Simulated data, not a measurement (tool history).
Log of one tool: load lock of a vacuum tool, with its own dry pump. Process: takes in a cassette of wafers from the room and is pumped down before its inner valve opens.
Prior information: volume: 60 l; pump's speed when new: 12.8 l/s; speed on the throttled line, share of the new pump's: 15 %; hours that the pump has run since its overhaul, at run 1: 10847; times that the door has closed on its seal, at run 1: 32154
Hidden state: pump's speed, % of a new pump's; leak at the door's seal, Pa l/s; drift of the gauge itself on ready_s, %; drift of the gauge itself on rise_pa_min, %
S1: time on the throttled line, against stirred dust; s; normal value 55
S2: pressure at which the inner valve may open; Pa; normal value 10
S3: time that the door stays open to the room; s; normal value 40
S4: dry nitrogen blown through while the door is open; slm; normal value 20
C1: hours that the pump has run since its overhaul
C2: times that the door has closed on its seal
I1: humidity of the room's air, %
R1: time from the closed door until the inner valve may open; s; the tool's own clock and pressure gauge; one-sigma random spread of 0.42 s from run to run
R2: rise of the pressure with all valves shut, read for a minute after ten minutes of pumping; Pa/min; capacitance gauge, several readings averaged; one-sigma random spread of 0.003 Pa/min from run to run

run,hour,S1,S2,S3,S4,C1,C2,I1,R1,R2
1,0.0,55,10,40,20,10847,32154,46.4,97.0,0.150
2,386.4,55,10,40,20,11233,32684,43.7,98.1,0.156
3,984.4,55,10,199,20,11831,33505,44.6,97.9,0.241
4,1413.7,55,10,199,20,12260,34093,43.0,97.4,0.235
5,1876.3,55,10,199,20,12723,34728,47.9,98.9,0.254
# hour 2183.0: dry pump taken out, an overhauled one fitted
6,2251.0,55,10,40,20,68,35234,47.0,90.6,0.169
7,2665.4,78,10,40,20,482,35803,41.2,109.8,0.172
8,2973.5,78,10,40,20,791,36225,46.1,109.6,0.178
9,3379.2,78,10,40,20,1196,36782,41.5,109.8,0.172
10,3751.4,78,10,40,20,1568,37293,42.4,110.4,0.182
11,4213.2,78,10,40,20,2030,37926,48.7,111.5,0.185
12,4828.1,55,9,40,20,2645,38770,41.9,91.5,0.189
13,5259.2,45,10,40,20,3076,39361,44.4,83.5,0.199
14,5665.6,45,10,40,20,3483,39919,47.3,83.3,0.205
15,6273.1,55,10,40,20,4090,40753,46.7,92.1,0.208
16,6677.0,78,10,40,20,4494,41307,46.3,111.9,0.209
17,7248.6,55,10,40,26,5066,42091,47.4,93.1,0.216
18,7672.9,55,11,40,26,5490,42673,46.2,92.3,0.213
19,7934.2,55,11,226,4,5751,43032,47.1,91.8,0.372
20,8490.3,55,18,226,4,6307,43795,47.5,90.9,0.375
21,9102.1,85,10,40,29,6919,44634,43.0,118.5,0.231
22,9514.7,85,8,40,29,7332,45200,48.7,120.2,0.239
23,10054.9,62,8,50,29,7872,45941,43.4,100.8,0.247
24,10541.1,78,9,50,33,8358,46608,46.0,115.6,0.243
25,10913.9,48,10,39,20,8731,47120,48.2,89.6,0.254
26,11515.1,55,10,165,20,9332,47945,49.2,94.9,0.334
27,11981.3,55,10,165,20,9798,48584,46.1,95.0,0.328
28,12399.6,55,10,27,14,10217,49158,46.6,95.9,0.267
29,12788.7,55,10,27,14,10606,49692,43.6,96.3,0.264
30,13258.9,55,10,27,14,11076,50337,45.6,96.6,0.269
31,13624.1,72,10,27,5,11441,50839,45.6,111.3,0.280
32,14008.3,36,9,25,17,11825,51366,42.0,82.2,0.272
33,14306.2,55,10,69,20,12123,51774,43.8,97.9,0.298
34,14835.0,52,7,69,20,12652,52500,43.1,97.4,0.303
# hour 15192.8: dry pump taken out, an overhauled one fitted
35,15444.3,52,7,69,20,252,53328,47.9,88.9,0.321
36,15796.9,52,7,69,20,604,53811,45.5,89.3,0.317

Alternative continuations, all from the tool just after run 36; predict every row:
A,16221.7,55,10,115,20,1029,54394,45.4,?,?
B,16221.7,42,10,40,20,1029,54394,40.9,?,?
C,16221.7,55,8,40,20,1029,54394,45.2,?,?

run,R1,R2
A,91.2,0.338
B,79.4,0.303
C,91.3,0.308
With no hidden state in the tool, these same runs would have given:
run,R1,R2
A,90.9,0.074
B,79.0,0.035
C,90.9,0.038
